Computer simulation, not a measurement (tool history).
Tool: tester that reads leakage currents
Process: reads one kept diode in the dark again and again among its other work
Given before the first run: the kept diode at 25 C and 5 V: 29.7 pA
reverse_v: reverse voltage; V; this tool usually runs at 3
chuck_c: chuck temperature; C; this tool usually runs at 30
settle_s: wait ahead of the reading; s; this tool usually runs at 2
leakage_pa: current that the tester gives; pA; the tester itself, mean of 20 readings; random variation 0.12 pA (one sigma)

{"run": 1, "hour": 0.0, "reverse_v": 3, "chuck_c": 30, "settle_s": 2, "leakage_pa": 37.24}
{"run": 2, "hour": 42.1, "reverse_v": 3, "chuck_c": 30, "settle_s": 2, "leakage_pa": 37.37}
{"run": 3, "hour": 125.4, "reverse_v": 3, "chuck_c": 30, "settle_s": 0.39, "leakage_pa": 38.36}
{"run": 4, "hour": 168.6, "reverse_v": 4.76, "chuck_c": 30, "settle_s": 0.39, "leakage_pa": 48.91}
{"run": 5, "hour": 246.5, "reverse_v": 3, "chuck_c": 30, "settle_s": 2, "leakage_pa": 37.21}
{"run": 6, "hour": 312.8, "reverse_v": 3, "chuck_c": 30, "settle_s": 2, "leakage_pa": 37.15}
{"run": 7, "hour": 371.1, "reverse_v": 3, "chuck_c": 30, "settle_s": 3.27, "leakage_pa": 36.83}
{"run": 8, "hour": 446.2, "reverse_v": 14.3, "chuck_c": 52, "settle_s": 0.42, "leakage_pa": 538.78}
{"run": 9, "hour": 517.8, "reverse_v": 14.3, "chuck_c": 45, "settle_s": 0.89, "leakage_pa": 304.29}
{"run": 10, "hour": 591.4, "reverse_v": 14.3, "chuck_c": 45, "settle_s": 0.89, "leakage_pa": 303.55}
{"run": 11, "hour": 674.4, "reverse_v": 8.99, "chuck_c": 30, "settle_s": 1.47, "leakage_pa": 64.83}
{"run": 12, "hour": 759.7, "reverse_v": 1.83, "chuck_c": 30, "settle_s": 2, "leakage_pa": 29.22}
{"run": 13, "hour": 847.0, "reverse_v": 18.73, "chuck_c": 27, "settle_s": 8.01, "leakage_pa": 70.75}
{"run": 14, "hour": 885.6, "reverse_v": 3, "chuck_c": 30, "settle_s": 2.75, "leakage_pa": 36.87}

Each row is a separate what-if for the run after 14, all from the same tool condition, not one after another. Results?
{"run": "A", "hour": 921.6, "reverse_v": 3, "chuck_c": 30, "settle_s": 0.36, "leakage_pa": "?"}
{"run": "B", "hour": 921.6, "reverse_v": 16.45, "chuck_c": 43, "settle_s": 0.41, "leakage_pa": "?"}
{"run": "C", "hour": 921.6, "reverse_v": 3.62, "chuck_c": 28, "settle_s": 2.22, "leakage_pa": "?"}

run=A leakage_pa=38.66
run=B leakage_pa=280.12
run=C leakage_pa=33.99
Stripped of hidden state, with their random variation kept, the same runs would have yielded:
run=A leakage_pa=38.66
run=B leakage_pa=280.11
run=C leakage_pa=33.98

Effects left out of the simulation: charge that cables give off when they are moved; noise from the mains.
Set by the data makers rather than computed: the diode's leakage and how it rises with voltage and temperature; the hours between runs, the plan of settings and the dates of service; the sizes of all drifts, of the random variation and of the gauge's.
